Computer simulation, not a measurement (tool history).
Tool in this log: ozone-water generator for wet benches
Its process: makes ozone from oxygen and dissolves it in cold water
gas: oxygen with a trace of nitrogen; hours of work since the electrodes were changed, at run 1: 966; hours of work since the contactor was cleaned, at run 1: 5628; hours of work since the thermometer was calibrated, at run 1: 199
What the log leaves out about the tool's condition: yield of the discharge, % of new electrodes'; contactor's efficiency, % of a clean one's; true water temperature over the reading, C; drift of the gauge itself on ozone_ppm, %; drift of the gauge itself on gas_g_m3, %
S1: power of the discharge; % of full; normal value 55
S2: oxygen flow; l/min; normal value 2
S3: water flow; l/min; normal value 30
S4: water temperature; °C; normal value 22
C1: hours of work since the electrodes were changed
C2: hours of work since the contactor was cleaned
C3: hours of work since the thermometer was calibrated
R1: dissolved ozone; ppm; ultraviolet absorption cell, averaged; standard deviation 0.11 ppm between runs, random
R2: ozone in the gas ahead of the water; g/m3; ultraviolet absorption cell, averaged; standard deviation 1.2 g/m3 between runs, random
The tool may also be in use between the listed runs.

run 1 hour=0 | S1=55 S2=2 S3=30 S4=22 | C1=966 C2=5628 C3=199 | R1=7.5 R2=212.2
run 2 hour=30.9 | S1=55 S2=2 S3=30 S4=26 | C1=988 C2=5650 C3=221 | R1=7.4 R2=213.1
run 3 hour=50 | S1=55 S2=2 S3=30 S4=22 | C1=1001 C2=5663 C3=234 | R1=7.6 R2=213.9
run 4 hour=72.5 | S1=55 S2=2 S3=30 S4=22 | C1=1017 C2=5679 C3=250 | R1=7.7 R2=213.9
run 5 hour=106.7 | S1=50 S2=2 S3=30 S4=22 | C1=1041 C2=5703 C3=274 | R1=7.2 R2=203.4
run 6 hour=134.2 | S1=50 S2=2 S3=30 S4=22 | C1=1060 C2=5722 C3=293 | R1=7 R2=203.9
run 7 hour=168 | S1=50 S2=2 S3=30 S4=22 | C1=1084 C2=5746 C3=317 | R1=7.4 R2=203.3
run 8 hour=208.1 | S1=55 S2=2 S3=30 S4=22 | C1=1112 C2=5774 C3=345 | R1=7.7 R2=212.7
run 9 hour=229.8 | S1=43 S2=2 S3=30 S4=22 | C1=1127 C2=5789 C3=360 | R1=6.8 R2=189.1
run 10 hour=254.4 | S1=43 S2=2 S3=30 S4=22 | C1=1145 C2=5807 C3=377 | R1=6.8 R2=188.9
run 11 hour=300.2 | S1=79 S2=2 S3=30 S4=22 | C1=1177 C2=5839 C3=409 | R1=9.1 R2=257.9
run 12 hour=322 | S1=79 S2=2 S3=30 S4=20 | C1=1192 C2=5854 C3=425 | R1=9.3 R2=256.5
-- hour=345.7 contactor cleaned
run 13 hour=348.1 | S1=79 S2=2 S3=30 S4=20 | C1=1208 C2=2 C3=440 | R1=9.1 R2=257
run 14 hour=372.4 | S1=79 S2=2 S3=30 S4=20 | C1=1225 C2=19 C3=457 | R1=8.9 R2=253.7
run 15 hour=397.5 | S1=79 S2=2 S3=30 S4=20 | C1=1242 C2=36 C3=475 | R1=9 R2=255.1
-- hour=437.7 contactor cleaned, once more
run 16 hour=438.9 | S1=79 S2=2 S3=30 S4=20 | C1=1268 C2=1 C3=501 | R1=9.7 R2=254.8
run 17 hour=466.2 | S1=79 S2=2 S3=30 S4=20 | C1=1288 C2=20 C3=520 | R1=9.6 R2=256.3
run 18 hour=511 | S1=57 S2=2 S3=42 S4=22 | C1=1319 C2=51 C3=552 | R1=5.8 R2=219.1
run 19 hour=532.8 | S1=57 S2=2 S3=42 S4=22 | C1=1334 C2=67 C3=567 | R1=5.7 R2=215.1
run 20 hour=557.3 | S1=50 S2=1.09 S3=41 S4=22 | C1=1351 C2=84 C3=584 | R1=4.6 R2=287.7
run 21 hour=595.9 | S1=99 S2=2 S3=29 S4=22 | C1=1378 C2=111 C3=611 | R1=11 R2=285.3
run 22 hour=633.9 | S1=75 S2=2 S3=47 S4=24 | C1=1405 C2=138 C3=638 | R1=6 R2=250.9
run 23 hour=672.3 | S1=75 S2=2 S3=47 S4=24 | C1=1432 C2=164 C3=665 | R1=5.8 R2=247.8
run 24 hour=704.4 | S1=55 S2=2 S3=30 S4=23 | C1=1455 C2=187 C3=687 | R1=7.9 R2=212.7
run 25 hour=746.7 | S1=55 S2=2 S3=30 S4=23 | C1=1484 C2=217 C3=717 | R1=7.9 R2=211.3
run 26 hour=780.9 | S1=55 S2=2 S3=30 S4=23 | C1=1508 C2=241 C3=741 | R1=7.7 R2=211.3
run 27 hour=826.5 | S1=55 S2=2 S3=30 S4=23 | C1=1540 C2=273 C3=773 | R1=7.9 R2=212.3
run 28 hour=855.3 | S1=55 S2=2 S3=30 S4=23 | C1=1560 C2=293 C3=793 | R1=7.9 R2=210.6
run 29 hour=887.6 | S1=55 S2=2 S3=30 S4=23 | C1=1583 C2=315 C3=816 | R1=8 R2=210.3
run 30 hour=926.7 | S1=55 S2=2 S3=30 S4=23 | C1=1610 C2=343 C3=843 | R1=7.9 R2=212.6
run 31 hour=970.3 | S1=55 S2=3.29 S3=25 S4=17 | C1=1641 C2=373 C3=874 | R1=10.8 R2=159
run 32 hour=995.7 | S1=44 S2=1.31 S3=20 S4=24 | C1=1659 C2=391 C3=891 | R1=9.3 R2=242.3
run 33 hour=1039.2 | S1=47 S2=1.31 S3=45 S4=24 | C1=1689 C2=422 C3=922 | R1=4.3 R2=248.2

Hidden state at the last listed run before each entry between runs and at the first one after, where it differs:
After run 12, before run 13: contactor cleaned (hour 345.7)
  contactor's efficiency, % of a clean one's: 90.6 -> 89.3
  what was measured, less what the result would be without the hidden state, R1: -0.9 -> -1 ppm; R2: -10.7 -> -10.9 g/m3
After run 15, before run 16: contactor cleaned, once more (hour 437.7)
  yield of the discharge, % of new electrodes': 96.1 -> 96; contactor's efficiency, % of a clean one's: 89.3 -> 99.9
  what was measured, less what the result would be without the hidden state, R1: -1 -> -0.4 ppm; R2: -11.2 -> -11.3 g/m3

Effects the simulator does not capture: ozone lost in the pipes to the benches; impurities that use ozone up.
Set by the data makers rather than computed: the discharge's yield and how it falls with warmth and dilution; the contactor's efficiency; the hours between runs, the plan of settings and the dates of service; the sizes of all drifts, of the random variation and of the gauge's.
